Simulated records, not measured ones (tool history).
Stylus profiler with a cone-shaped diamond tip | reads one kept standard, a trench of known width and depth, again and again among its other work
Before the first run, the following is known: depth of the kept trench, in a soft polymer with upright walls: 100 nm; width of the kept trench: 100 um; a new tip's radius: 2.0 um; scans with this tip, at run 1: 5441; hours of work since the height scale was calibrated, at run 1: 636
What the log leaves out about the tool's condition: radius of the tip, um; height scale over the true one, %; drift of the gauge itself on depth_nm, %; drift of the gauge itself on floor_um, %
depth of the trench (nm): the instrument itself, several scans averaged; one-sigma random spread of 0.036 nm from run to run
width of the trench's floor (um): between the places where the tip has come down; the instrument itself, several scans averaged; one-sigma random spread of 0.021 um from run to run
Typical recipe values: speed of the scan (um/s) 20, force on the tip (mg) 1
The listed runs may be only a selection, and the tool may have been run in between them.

run   hour  speed of the scan (um/s)  force on the tip (mg)  scans with this tip  hours of work since the height scale was calibrated  depth of the trench (nm)  width of the trench's floor (um)
  1      0                        20                      1                 5441                                                  636                    100.62                             98.52
  2   42.7                        20                      1                 5628                                                  658                    100.58                             98.54
  3   93.2                        25                      1                 5848                                                  683                    100.63                              98.5
  4  145.1                        25                      1                 6075                                                  710                    100.64                             98.51
  5  193.4                        25                      1                 6286                                                  735                    100.59                             98.47
  6  253.3                        25                      1                 6547                                                  765                    100.69                             98.51
  7  296.9                        25                      1                 6738                                                  787                    100.67                             98.51
  8  342.2                         8                   0.96                 6936                                                  811                    100.61                             98.57
  9  389.9                         8                   0.96                 7144                                                  835                    100.61                             98.58
 10  446.1                         8                   0.96                 7389                                                  864                    100.63                             98.58
 11  503.2                         5                    0.7                 7639                                                  893                    100.55                             98.57
 12  562.7                        47                   0.66                 7899                                                  923                    100.63                             98.32

Forecast each of these 4 alternatives for the next run:
  A  591.5                        71                      1                 8025                                                  938                         ?                                 ?
  B  591.5                        47                    0.4                 8025                                                  938                         ?                                 ?
  C  591.5                        15                   1.41                 8025                                                  938                         ?                                 ?
  D  591.5                        14                    2.1                 8025                                                  938                         ?                                 ?

run  depth of the trench (nm)  width of the trench's floor (um)
  A                    100.72                             98.18
  B                     100.5                             98.17
  C                    100.81                             98.57
  D                    100.94                             98.55
The same runs, with their run-to-run variation unchanged, on a tool lacking any hidden condition would have given:
run  depth of the trench (nm)  width of the trench's floor (um)
  A                    100.36                             98.31
  B                    100.14                              98.3
  C                    100.45                              98.7
  D                    100.58                             98.68

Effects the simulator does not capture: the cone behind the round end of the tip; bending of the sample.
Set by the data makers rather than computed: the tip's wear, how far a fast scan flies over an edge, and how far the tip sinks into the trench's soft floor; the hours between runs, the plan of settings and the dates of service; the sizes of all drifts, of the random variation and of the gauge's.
